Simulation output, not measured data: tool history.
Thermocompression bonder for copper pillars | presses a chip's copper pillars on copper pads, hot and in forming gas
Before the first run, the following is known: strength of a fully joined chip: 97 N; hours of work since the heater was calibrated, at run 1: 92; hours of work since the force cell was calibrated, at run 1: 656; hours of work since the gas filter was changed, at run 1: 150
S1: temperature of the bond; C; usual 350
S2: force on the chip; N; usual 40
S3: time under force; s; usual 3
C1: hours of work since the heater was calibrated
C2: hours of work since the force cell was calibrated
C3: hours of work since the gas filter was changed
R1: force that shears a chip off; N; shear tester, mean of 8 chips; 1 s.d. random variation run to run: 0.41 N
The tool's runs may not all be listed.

run 1 hour=0.0 | S1=350 S2=40 S3=3 | C1=92 C2=656 C3=150 | R1=37.7
run 2 hour=13.4 | S1=350 S2=40 S3=3 | C1=98 C2=662 C3=156 | R1=37.6
run 3 hour=30.8 | S1=350 S2=40 S3=4 | C1=106 C2=670 C3=163 | R1=41.9
run 4 hour=48.1 | S1=368 S2=40 S3=3 | C1=114 C2=678 C3=171 | R1=45.0
run 5 hour=64.9 | S1=368 S2=40 S3=3 | C1=121 C2=685 C3=179 | R1=45.7
run 6 hour=77.3 | S1=368 S2=40 S3=3 | C1=127 C2=691 C3=184 | R1=45.0
run 7 hour=87.2 | S1=368 S2=40 S3=4 | C1=131 C2=695 C3=189 | R1=49.5
run 8 hour=104.3 | S1=368 S2=58 S3=4 | C1=139 C2=703 C3=196 | R1=63.1
run 9 hour=123.3 | S1=368 S2=58 S3=4 | C1=147 C2=711 C3=205 | R1=62.1
run 10 hour=138.7 | S1=368 S2=58 S3=4 | C1=154 C2=718 C3=212 | R1=62.5
run 11 hour=148.6 | S1=368 S2=58 S3=4 | C1=159 C2=723 C3=216 | R1=62.4
run 12 hour=156.6 | S1=368 S2=58 S3=4 | C1=162 C2=726 C3=220 | R1=62.6
run 13 hour=168.4 | S1=350 S2=40 S3=3 | C1=168 C2=732 C3=225 | R1=37.9
run 14 hour=179.9 | S1=350 S2=40 S3=3 | C1=173 C2=737 C3=230 | R1=37.6
run 15 hour=189.3 | S1=350 S2=40 S3=7 | C1=177 C2=741 C3=235 | R1=50.4
run 16 hour=204.7 | S1=323 S2=59 S3=6 | C1=184 C2=748 C3=242 | R1=48.2
run 17 hour=213.2 | S1=376 S2=59 S3=2 | C1=188 C2=752 C3=245 | R1=54.9
run 18 hour=222.2 | S1=376 S2=59 S3=2 | C1=192 C2=756 C3=249 | R1=55.1
run 19 hour=239.7 | S1=376 S2=59 S3=2 | C1=200 C2=764 C3=257 | R1=54.9
run 20 hour=252.2 | S1=376 S2=59 S3=2 | C1=205 C2=769 C3=263 | R1=53.6
run 21 hour=266.6 | S1=359 S2=40 S3=2 | C1=212 C2=776 C3=269 | R1=35.9
run 22 hour=275.2 | S1=359 S2=40 S3=2 | C1=216 C2=780 C3=273 | R1=35.2
run 23 hour=284.7 | S1=328 S2=33 S3=7 | C1=220 C2=784 C3=277 | R1=35.6
-- hour=291.9 forming gas filter changed
run 24 hour=299.5 | S1=334 S2=60 S3=6 | C1=226 C2=790 C3=3 | R1=57.2
run 25 hour=307.3 | S1=344 S2=60 S3=6 | C1=230 C2=794 C3=7 | R1=63.0
run 26 hour=316.3 | S1=359 S2=31 S3=5 | C1=234 C2=798 C3=11 | R1=43.4
run 27 hour=329.0 | S1=340 S2=31 S3=5 | C1=240 C2=803 C3=17 | R1=35.5
run 28 hour=343.2 | S1=359 S2=31 S3=5 | C1=246 C2=810 C3=23 | R1=43.5

Each row is a separate what-if for the run after 28, all from the same tool condition, not one after another. Results?
run A hour=355.4 | S1=359 S2=31 S3=2 | C1=251 C2=815 C3=28 | R1=?
run B hour=355.4 | S1=324 S2=40 S3=7 | C1=251 C2=815 C3=28 | R1=?
run C hour=355.4 | S1=359 S2=31 S3=8 | C1=251 C2=815 C3=28 | R1=?
run D hour=355.4 | S1=357 S2=25 S3=4 | C1=251 C2=815 C3=28 | R1=?

run=A R1=30.6
run=B R1=41.3
run=C R1=51.5
run=D R1=32.3
Without the tool's unlogged condition, the same runs would have read:
run=A R1=29.2
run=B R1=39.7
run=C R1=49.7
run=D R1=30.9
